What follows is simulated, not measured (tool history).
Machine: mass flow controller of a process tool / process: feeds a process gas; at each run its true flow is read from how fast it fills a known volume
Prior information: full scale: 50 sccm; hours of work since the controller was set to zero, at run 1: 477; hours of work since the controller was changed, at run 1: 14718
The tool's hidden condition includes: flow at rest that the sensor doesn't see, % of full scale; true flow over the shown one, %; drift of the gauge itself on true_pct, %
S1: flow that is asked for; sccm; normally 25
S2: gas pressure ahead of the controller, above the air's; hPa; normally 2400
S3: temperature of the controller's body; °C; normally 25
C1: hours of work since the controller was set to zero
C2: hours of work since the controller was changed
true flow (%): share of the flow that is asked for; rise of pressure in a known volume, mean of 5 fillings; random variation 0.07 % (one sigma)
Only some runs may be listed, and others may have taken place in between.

run 1 hour=0 | S1=25 S2=2400 S3=25 | C1=477 C2=14718 | true_flow_(%)=101.94
run 2 hour=390.4 | S1=25 S2=2400 S3=25 | C1=745 C2=14985 | true_flow_(%)=101.98
run 3 hour=644 | S1=25 S2=2400 S3=38 | C1=918 C2=15159 | true_flow_(%)=103.5
-- hour=747.3 controller exchanged for a calibrated one
run 4 hour=1175.8 | S1=25 S2=2050 S3=38 | C1=294 C2=294 | true_flow_(%)=100.82
run 5 hour=1604.3 | S1=25 S2=2050 S3=38 | C1=587 C2=587 | true_flow_(%)=100.73
run 6 hour=2020 | S1=25 S2=2050 S3=38 | C1=872 C2=872 | true_flow_(%)=100.57
run 7 hour=2322.4 | S1=25 S2=2400 S3=36 | C1=1080 C2=1080 | true_flow_(%)=100.61
run 8 hour=2863.8 | S1=25 S2=2400 S3=36 | C1=1451 C2=1451 | true_flow_(%)=100.64
run 9 hour=3377.6 | S1=25 S2=2400 S3=25 | C1=1803 C2=1803 | true_flow_(%)=99.19
run 10 hour=3814.3 | S1=25 S2=1700 S3=25 | C1=2102 C2=2102 | true_flow_(%)=99.09
run 11 hour=4386.9 | S1=20 S2=1860 S3=25 | C1=2495 C2=2495 | true_flow_(%)=98.85
run 12 hour=4950.7 | S1=20 S2=2030 S3=38 | C1=2881 C2=2881 | true_flow_(%)=100.31
run 13 hour=5315.8 | S1=20 S2=2030 S3=38 | C1=3132 C2=3132 | true_flow_(%)=100.25
run 14 hour=5673.2 | S1=20 S2=2030 S3=23 | C1=3377 C2=3377 | true_flow_(%)=98.54
run 15 hour=6038.6 | S1=25 S2=2080 S3=24 | C1=3627 C2=3627 | true_flow_(%)=98.94
run 16 hour=6567.7 | S1=25 S2=2080 S3=24 | C1=3990 C2=3990 | true_flow_(%)=98.91
run 17 hour=6915.5 | S1=5 S2=1540 S3=25 | C1=4228 C2=4228 | true_flow_(%)=94.52
-- hour=7361.4 controller's zero set anew
run 18 hour=7367.9 | S1=41 S2=2020 S3=29 | C1=4 C2=4538 | true_flow_(%)=101.07
run 19 hour=7748.9 | S1=16 S2=1930 S3=20 | C1=266 C2=4799 | true_flow_(%)=99.17
run 20 hour=8229.9 | S1=24 S2=2570 S3=33 | C1=595 C2=5129 | true_flow_(%)=101.07

Describe how what the log doesn't record of the tool's condition differs between the last listed run preceding each entry between runs and the first listed run following it.
Runs 3 to 4: controller exchanged for a calibrated one (hour 747.3)
  flow at rest that the sensor doesn't see, % of full scale: -0.114 -> -0.068; true flow over the shown one, %: 2.81 -> 0.03
  measured result minus the result with no hidden state, true flow (%): +2.58 -> -0.11
Runs 17 to 18: controller's zero set anew (hour 7361.4)
  flow at rest that the sensor doesn't see, % of full scale: -0.505 -> -0.04; true flow over the shown one, %: 0.77 -> 0.82
  measured result minus the result with no hidden state, true flow (%): -4.29 -> +0.77
